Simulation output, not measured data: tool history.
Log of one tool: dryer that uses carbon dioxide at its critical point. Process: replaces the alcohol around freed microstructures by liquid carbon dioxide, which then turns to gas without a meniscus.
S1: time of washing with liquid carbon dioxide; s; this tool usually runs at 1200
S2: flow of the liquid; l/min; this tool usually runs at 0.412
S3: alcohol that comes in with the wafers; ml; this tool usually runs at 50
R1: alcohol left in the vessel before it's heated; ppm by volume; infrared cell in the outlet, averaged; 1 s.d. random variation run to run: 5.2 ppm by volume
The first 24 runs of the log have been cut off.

run	hour	S1	S2	S3	R1
25	246.3	900	0.505	50	317
26	258.9	900	0.285	56	2743
27	267.1	900	0.457	27	299
28	277.3	900	0.457	27	294
29	288.1	900	0.457	27	290
30	296.4	900	0.457	27	284
31	311	780	0.257	50	4840
32	319.2	780	0.285	81	5965
33	327	900	0.383	94	1779

Consider 4 possible next runs. They are alternatives, not a sequence: every one starts from the tool as it was left by run 33. What does each give?
A	339.1	900	0.383	30	?
B	339.1	1500	0.289	31	?
C	339.1	840	0.404	40	?
D	339.1	900	0.277	87	?

run	R1
A	641
B	272
C	882
D	4766
The same runs, with their run-to-run variation unchanged, on a tool lacking any hidden condition would have given:
run	R1
A	353
B	112
C	505
D	3246

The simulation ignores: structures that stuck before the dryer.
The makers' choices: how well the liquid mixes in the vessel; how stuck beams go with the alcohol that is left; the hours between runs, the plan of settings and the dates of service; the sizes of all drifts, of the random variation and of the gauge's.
